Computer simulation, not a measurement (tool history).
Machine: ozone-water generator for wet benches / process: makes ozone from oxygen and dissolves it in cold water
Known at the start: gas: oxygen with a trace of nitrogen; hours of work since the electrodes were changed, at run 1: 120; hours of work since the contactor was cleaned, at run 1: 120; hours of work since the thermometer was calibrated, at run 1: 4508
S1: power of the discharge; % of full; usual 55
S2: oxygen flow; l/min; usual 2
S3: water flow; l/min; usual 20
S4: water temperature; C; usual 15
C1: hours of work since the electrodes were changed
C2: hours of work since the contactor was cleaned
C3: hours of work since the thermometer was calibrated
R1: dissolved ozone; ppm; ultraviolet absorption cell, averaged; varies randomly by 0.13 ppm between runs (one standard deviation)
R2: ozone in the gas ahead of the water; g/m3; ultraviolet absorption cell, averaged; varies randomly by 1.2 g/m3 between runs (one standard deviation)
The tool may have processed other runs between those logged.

| run | hour | S1 | S2 | S3 | S4 | C1 | C2 | C3 | R1 | R2 |
|---|---|---|---|---|---|---|---|---|---|---|
| 1 | 0 | 55 | 2 | 20 | 15 | 120 | 120 | 4508 | 14.2 | 211.8 |
| 2 | 49.8 | 55 | 2 | 20 | 15 | 156 | 156 | 4543 | 14 | 211.6 |
| 3 | 95.4 | 55 | 2 | 20 | 23 | 188 | 188 | 4575 | 13.2 | 212.8 |
| 4 | 146.2 | 55 | 2 | 20 | 15 | 224 | 224 | 4612 | 14.2 | 214.4 |
| 5 | 186.4 | 55 | 2 | 20 | 15 | 253 | 253 | 4640 | 13.9 | 215.4 |
| 6 | 222.6 | 55 | 2 | 20 | 15 | 278 | 278 | 4666 | 14.2 | 213.8 |
| 7 | 256.5 | 55 | 2 | 20 | 15 | 302 | 302 | 4690 | 14.2 | 214.3 |
| 8 | 302 | 55 | 2 | 20 | 15 | 334 | 334 | 4722 | 14 | 214.7 |
| 9 | 336.5 | 55 | 2 | 13 | 15 | 359 | 359 | 4746 | 21.2 | 215.5 |
| 10 | 369.8 | 48 | 2 | 13 | 15 | 383 | 383 | 4770 | 19.6 | 199.3 |
| 11 | 408.8 | 48 | 2 | 13 | 15 | 410 | 410 | 4798 | 19.3 | 199.3 |
| 12 | 456.6 | 48 | 2 | 13 | 9 | 444 | 444 | 4832 | 20.7 | 199.3 |
| 13 | 480.2 | 55 | 1.32 | 20 | 15 | 461 | 461 | 4848 | 12.8 | 275.1 |
| 14 | 526.3 | 55 | 1.32 | 20 | 15 | 494 | 494 | 4881 | 12.8 | 273.3 |
| 15 | 559 | 55 | 1.32 | 20 | 15 | 517 | 517 | 4904 | 12.5 | 274.2 |
|  | 592.8 | water thermometer calibrated |
| 16 | 592.8 | 55 | 1.32 | 20 | 15 | 540 | 540 | 0 | 12.9 | 274.2 |
| 17 | 615.6 | 55 | 1.32 | 20 | 15 | 556 | 556 | 16 | 13 | 275.5 |
| 18 | 655.9 | 88 | 1.21 | 25 | 13 | 585 | 585 | 45 | 12.7 | 374.9 |
| 19 | 699.7 | 88 | 3.55 | 23 | 12 | 616 | 616 | 76 | 17.8 | 197.7 |
| 20 | 726.9 | 88 | 3.55 | 23 | 12 | 635 | 635 | 95 | 18.2 | 196.7 |
| 21 | 753.7 | 76 | 2.19 | 20 | 15 | 654 | 654 | 114 | 17 | 240.8 |
| 22 | 798.4 | 55 | 2 | 22 | 15 | 686 | 686 | 146 | 12.8 | 213.9 |
| 23 | 824.7 | 96 | 1.03 | 21 | 12 | 705 | 705 | 164 | 15.7 | 440.2 |
| 24 | 867.8 | 96 | 1.03 | 21 | 12 | 735 | 735 | 195 | 16 | 431.5 |
| 25 | 892.4 | 80 | 2.29 | 20 | 11 | 753 | 753 | 212 | 18.1 | 245.1 |
| 26 | 924.5 | 80 | 2.29 | 20 | 11 | 775 | 775 | 235 | 18.3 | 243.9 |
| 27 | 955.9 | 70 | 2 | 20 | 11 | 798 | 798 | 257 | 16.6 | 244 |
| 28 | 994 | 93 | 1.28 | 24 | 17 | 825 | 825 | 284 | 13.8 | 373.9 |
| 29 | 1039.5 | 55 | 2.98 | 15 | 17 | 857 | 857 | 317 | 18.7 | 168.6 |
| 30 | 1085.6 | 65 | 1.85 | 19 | 18 | 890 | 890 | 349 | 15.6 | 245.3 |
| 31 | 1134.6 | 55 | 1.54 | 20 | 19 | 924 | 924 | 384 | 13 | 250.1 |
| 32 | 1174.2 | 55 | 1.54 | 20 | 19 | 952 | 952 | 412 | 12.9 | 247.1 |

Predict each of these 3 candidate next runs independently; none follows another, all start after run 32:
| A | 1220.7 | 57 | 1.54 | 20 | 19 | 985 | 985 | 445 | ? | ? |
| B | 1220.7 | 87 | 1.54 | 20 | 19 | 985 | 985 | 445 | ? | ? |
| C | 1220.7 | 55 | 1.54 | 20 | 15 | 985 | 985 | 445 | ? | ? |

| run | R1 | R2 |
|---|---|---|
| A | 13.2 | 254.4 |
| B | 16.7 | 325 |
| C | 13.1 | 252.9 |
The same runs, with their run-to-run variation unchanged, on a tool lacking any hidden condition would have given:
| run | R1 | R2 |
|---|---|---|
| A | 13.2 | 254.5 |
| B | 16.7 | 325.1 |
| C | 13.1 | 252.9 |
